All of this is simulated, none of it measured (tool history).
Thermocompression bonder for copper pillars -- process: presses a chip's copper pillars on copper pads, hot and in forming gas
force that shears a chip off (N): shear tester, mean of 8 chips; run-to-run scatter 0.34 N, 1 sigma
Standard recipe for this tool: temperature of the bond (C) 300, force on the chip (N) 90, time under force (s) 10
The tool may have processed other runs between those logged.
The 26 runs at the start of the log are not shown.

run,hour,temperature of the bond (C),force on the chip (N),time under force (s),hours of work since the heater was calibrated,hours of work since the force cell was calibrated,hours of work since the gas filter was changed,force that shears a chip off (N)
27,330.1,293,110,6,63,482,34,70.6
28,341,300,90,14,69,488,40,86.8
29,349.8,282,90,9,73,492,44,62.2
30,365.3,328,100,10,81,500,52,103.2
31,374.6,300,90,10,86,505,57,77.7
32,389.2,300,90,10,94,512,64,77
33,397.9,300,90,10,98,517,68,77.5
34,406.1,300,108,26,102,521,73,110.6
# hour 415.1: gauge calibrated
35,419.2,300,108,13,109,528,79,96.4
36,435.6,293,108,9,117,536,88,80.9
37,445,316,87,12,122,541,92,94.2
38,454.7,318,90,10,127,546,97,92.9
39,468.2,329,90,8,134,553,104,94.3

3 ways to go on from here, each from the tool as it stands after run 39. What would each give?
A,485.8,300,60,6,143,561,113,?
B,485.8,280,90,9,143,561,113,?
C,485.8,308,62,8,143,561,113,?

run,force that shears a chip off (N)
A,48.5
B,61.9
C,60.9
The same runs, with their run-to-run variation unchanged, on a tool lacking any hidden condition would have given:
run,force that shears a chip off (N)
A,48.7
B,62.2
C,61.2

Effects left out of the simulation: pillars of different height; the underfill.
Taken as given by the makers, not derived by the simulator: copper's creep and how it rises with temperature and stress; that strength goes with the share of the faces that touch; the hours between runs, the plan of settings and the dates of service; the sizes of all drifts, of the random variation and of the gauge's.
